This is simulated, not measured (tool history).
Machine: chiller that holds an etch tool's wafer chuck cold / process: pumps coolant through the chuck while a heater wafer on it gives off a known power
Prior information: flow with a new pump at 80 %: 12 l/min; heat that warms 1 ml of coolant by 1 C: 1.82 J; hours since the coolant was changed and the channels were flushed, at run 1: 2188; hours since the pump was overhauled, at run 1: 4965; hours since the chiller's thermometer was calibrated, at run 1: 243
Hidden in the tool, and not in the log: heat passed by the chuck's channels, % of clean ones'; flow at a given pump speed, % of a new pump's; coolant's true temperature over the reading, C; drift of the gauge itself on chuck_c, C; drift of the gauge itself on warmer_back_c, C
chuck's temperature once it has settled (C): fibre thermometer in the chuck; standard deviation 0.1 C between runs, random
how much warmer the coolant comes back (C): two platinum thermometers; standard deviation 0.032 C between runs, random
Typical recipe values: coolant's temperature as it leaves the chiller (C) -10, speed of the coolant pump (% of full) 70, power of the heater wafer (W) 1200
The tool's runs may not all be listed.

| run | hour | coolant's temperature as it leaves the chiller (C) | speed of the coolant pump (% of full) | power of the heater wafer (W) | hours since the coolant was changed and the channels were flushed | hours since the pump was overhauled | hours since the chiller's thermometer was calibrated | chuck's temperature once it has settled (C) | how much warmer the coolant comes back (C) |
|---|---|---|---|---|---|---|---|---|---|
| 1 | 0 | -10 | 70 | 1200 | 2188 | 4965 | 243 | 0.9 | 3.83 |
| 2 | 73.1 | -10 | 70 | 1200 | 2261 | 5038 | 316 | 1.1 | 3.88 |
| 3 | 149.8 | -10 | 86 | 1200 | 2338 | 5115 | 393 | -0.4 | 3.1 |
| 4 | 229.8 | -10 | 86 | 1200 | 2418 | 5195 | 473 | -0.6 | 3.12 |
| 5 | 364.8 | -10 | 86 | 1004 | 2553 | 5330 | 608 | -2 | 2.6 |
| 6 | 431.8 | -10 | 70 | 1200 | 2620 | 5397 | 675 | 1.1 | 3.87 |
| 7 | 551.4 | -10 | 70 | 692 | 2740 | 5516 | 794 | -3.5 | 2.34 |
| 8 | 662.3 | -10 | 70 | 692 | 2851 | 5627 | 905 | -3.7 | 2.31 |
| 9 | 791.8 | -10 | 70 | 692 | 2980 | 5757 | 1035 | -3.8 | 2.36 |
| 10 | 869.8 | -10 | 70 | 1614 | 3058 | 5835 | 1113 | 4.8 | 5.35 |
| 11 | 933.5 | -10 | 70 | 1687 | 3122 | 5898 | 1176 | 5.3 | 5.55 |
| 12 | 1010.6 | -10 | 70 | 1200 | 3199 | 5976 | 1253 | 0.9 | 4 |
| 13 | 1154.8 | -10 | 70 | 1200 | 3343 | 6120 | 1398 | 1 | 4.08 |
| 14 | 1231.6 | -9 | 70 | 1200 | 3420 | 6197 | 1474 | 2 | 4.07 |
| 15 | 1328.8 | -9 | 70 | 1200 | 3517 | 6294 | 1572 | 2.1 | 4.08 |
| 16 | 1432.1 | -12 | 68 | 1437 | 3620 | 6397 | 1675 | 1.5 | 5.03 |
| 17 | 1533.1 | -12 | 72 | 1437 | 3721 | 6498 | 1776 | 0.8 | 4.73 |
| 18 | 1630.2 | -12 | 72 | 1437 | 3818 | 6595 | 1873 | 1 | 4.73 |
| 19 | 1783.8 | -12 | 72 | 1437 | 3972 | 6749 | 2027 | 0.7 | 4.73 |
| 20 | 1942.1 | -12 | 72 | 1437 | 4130 | 6907 | 2185 | 1 | 4.8 |
| 21 | 2071.1 | -4 | 70 | 869 | 4259 | 7036 | 2314 | 3.9 | 3.15 |
| 22 | 2221.8 | -4 | 70 | 869 | 4410 | 7187 | 2465 | 3.9 | 3.16 |
| 23 | 2325 | -4 | 70 | 869 | 4513 | 7290 | 2568 | 3.9 | 3.18 |
| 24 | 2389.7 | -4 | 70 | 869 | 4578 | 7355 | 2633 | 4 | 3.19 |
| 25 | 2529.6 | -10 | 70 | 1298 | 4718 | 7495 | 2772 | 1.9 | 4.6 |
| 26 | 2656.2 | -6 | 77 | 818 | 4844 | 7621 | 2899 | 1 | 2.76 |
| 27 | 2768.7 | -6 | 89 | 937 | 4957 | 7734 | 3011 | 1.3 | 2.76 |
|  | 2887.1 | gauge calibrated |
| 28 | 2901.3 | -6 | 89 | 937 | 5090 | 7866 | 3144 | 1.3 | 2.27 |

5 ways to go on from here, each from the tool as it stands after run 28. What would each give?
| A | 3013.5 | -6 | 77 | 655 | 5202 | 7979 | 3256 | ? | ? |
| B | 3013.5 | -6 | 89 | 721 | 5202 | 7979 | 3256 | ? | ? |
| C | 3013.5 | -12 | 70 | 601 | 5202 | 7979 | 3256 | ? | ? |
| D | 3013.5 | -6 | 89 | 621 | 5202 | 7979 | 3256 | ? | ? |
| E | 3013.5 | -6 | 71 | 937 | 5202 | 7979 | 3256 | ? | ? |

| run | chuck's temperature once it has settled (C) | how much warmer the coolant comes back (C) |
|---|---|---|
| A | -0.7 | 1.91 |
| B | -0.4 | 1.82 |
| C | -6.5 | 1.92 |
| D | -1.1 | 1.52 |
| E | 2.3 | 2.93 |
With the hidden condition removed and each run's random variation left untouched, the same runs would have given:
| run | chuck's temperature once it has settled (C) | how much warmer the coolant comes back (C) |
|---|---|---|
| A | -0.7 | 1.88 |
| B | -0.4 | 1.79 |
| C | -6.5 | 1.9 |
| D | -1.2 | 1.49 |
| E | 2.3 | 2.9 |

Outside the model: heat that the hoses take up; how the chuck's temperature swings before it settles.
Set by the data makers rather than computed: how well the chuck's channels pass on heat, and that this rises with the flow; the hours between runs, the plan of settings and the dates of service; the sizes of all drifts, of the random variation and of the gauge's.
